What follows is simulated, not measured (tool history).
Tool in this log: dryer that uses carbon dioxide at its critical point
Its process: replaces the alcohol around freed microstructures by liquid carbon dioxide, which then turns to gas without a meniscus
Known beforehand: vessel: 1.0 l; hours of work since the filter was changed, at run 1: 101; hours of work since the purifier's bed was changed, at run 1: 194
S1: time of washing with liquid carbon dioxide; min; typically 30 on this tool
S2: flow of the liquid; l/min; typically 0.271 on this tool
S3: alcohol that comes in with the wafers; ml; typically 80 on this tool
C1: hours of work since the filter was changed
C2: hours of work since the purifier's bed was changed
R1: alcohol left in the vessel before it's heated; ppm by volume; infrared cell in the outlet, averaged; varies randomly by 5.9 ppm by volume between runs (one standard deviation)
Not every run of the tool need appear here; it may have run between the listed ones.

run,hour,S1,S2,S3,C1,C2,R1
1,0.0,30,0.271,80,101,194,280
2,8.2,30,0.271,65,106,199,252
3,12.2,30,0.271,65,108,201,241
4,17.0,30,0.271,65,110,204,249
5,23.4,30,0.271,80,114,207,293
6,28.0,30,0.271,80,116,210,305
7,32.8,32,0.271,80,119,212,222
8,39.4,32,0.271,80,123,216,221
9,45.7,30,0.271,82,126,219,313
10,54.8,30,0.271,80,131,224,314
11,60.5,30,0.271,80,134,228,307
12,65.2,30,0.271,80,137,230,303
13,70.9,30,0.271,61,140,233,243
14,75.6,48,0.271,80,142,236,63
15,81.5,48,0.271,80,146,239,74
16,86.3,22,0.236,39,148,242,1042
17,94.4,25,0.180,26,153,246,1077
18,98.9,31,0.264,46,155,249,211
19,105.5,20,0.229,46,159,252,1901
20,112.4,19,0.189,80,163,256,6352
21,118.6,28,0.251,23,166,259,231
22,124.3,28,0.251,23,169,263,226
23,128.4,28,0.251,99,171,265,766
24,138.2,19,0.264,74,177,270,2218
25,143.7,19,0.252,75,180,273,2592
26,150.4,19,0.252,60,183,277,2203
27,158.3,19,0.448,60,188,281,257

Each row is a separate what-if for the run after 27, all from the same tool condition, not one after another. Results?
A,167.7,41,0.448,38,193,286,?
B,167.7,26,0.216,33,193,286,?
C,167.7,19,0.448,78,193,286,?
D,167.7,19,0.448,62,193,286,?

run,R1
A,72
B,698
C,305
D,256
With the hidden condition removed and each run's random variation left untouched, the same runs would have given:
run,R1
A,0
B,521
C,178
D,139
